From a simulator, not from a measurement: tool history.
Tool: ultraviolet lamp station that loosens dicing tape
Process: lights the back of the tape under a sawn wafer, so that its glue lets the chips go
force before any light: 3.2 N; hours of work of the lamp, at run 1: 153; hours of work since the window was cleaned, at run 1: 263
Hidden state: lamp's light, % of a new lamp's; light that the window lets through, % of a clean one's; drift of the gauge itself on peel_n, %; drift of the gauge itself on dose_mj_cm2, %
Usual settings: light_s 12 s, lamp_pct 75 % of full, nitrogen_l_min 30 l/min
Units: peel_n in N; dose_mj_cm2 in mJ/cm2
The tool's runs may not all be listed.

run,hour,light_s,lamp_pct,nitrogen_l_min,hours of work of the lamp,hours of work since the window was cleaned,peel_n,dose_mj_cm2
1,0,12,75,30,153,263,0.583,346
2,48.7,12,75,30,176,286,0.565,349
3,120.8,12,75,30,209,320,0.587,343
4,200,12,75,30,246,356,0.564,349
5,272.1,12,75,30,280,390,0.585,343
# hour 296.5: window cleaned of glue's vapour
6,319.5,6,75,30,301,11,1.254,171
7,374,6,75,30,327,36,1.244,177
8,453.6,12,62,30,364,73,0.73,286
9,511.5,12,62,30,390,100,0.734,287
10,564.6,12,62,30,415,125,0.736,285
11,620.9,12,62,30,441,151,0.761,288
12,681.1,21,75,30,469,179,0.308,608
13,729.5,21,75,30,492,201,0.293,608
14,805.6,12,75,14,527,236,0.739,346
15,871.3,12,75,14,558,267,0.754,342
16,912.3,12,75,30,577,286,0.601,347
17,959.7,9,75,30,599,308,0.832,261
18,1006.6,12,75,30,620,330,0.599,345
19,1044.6,12,75,30,638,347,0.569,344
20,1086.8,7,88,56,658,367,0.807,238
21,1151.5,7,88,56,688,397,0.775,237
# hour 1164.2: window cleaned of glue's vapour
22,1197.8,12,62,52,709,16,0.647,283
23,1242.5,23,80,16,730,36,0.303,706
24,1282.7,12,79,39,748,55,0.517,360
25,1323.7,17,75,11,767,74,0.511,490
26,1369.5,19,75,30,789,95,0.339,552
27,1405.9,19,75,30,806,112,0.325,549
28,1468.7,7,98,33,835,141,0.803,266
29,1504,12,81,14,851,158,0.658,368
30,1588,24,62,18,890,197,0.372,573
31,1648,7,67,30,918,225,1.146,182
32,1699.1,7,67,30,942,248,1.255,180
33,1749.4,7,61,30,965,272,1.352,166
34,1815.7,7,61,30,996,303,1.296,164
35,1874.7,8,74,22,1023,330,1.041,231
36,1952.7,7,71,53,1060,366,1.058,192
# hour 2027.5: window cleaned of glue's vapour
37,2031.9,17,90,38,1096,2,0.292,590

How the hidden state differs across the entries between the runs, from the last listed run before each to the first after it:
Between runs 5 and 6: window cleaned of glue's vapour (hour 296.5)
  light that the window lets through, % of a clean one's: 99.8 -> 100
Between runs 21 and 22: window cleaned of glue's vapour (hour 1164.2)
  light that the window lets through, % of a clean one's: 99.8 -> 100
Between runs 36 and 37: window cleaned of glue's vapour (hour 2027.5)
  light that the window lets through, % of a clean one's: 99.9 -> 100
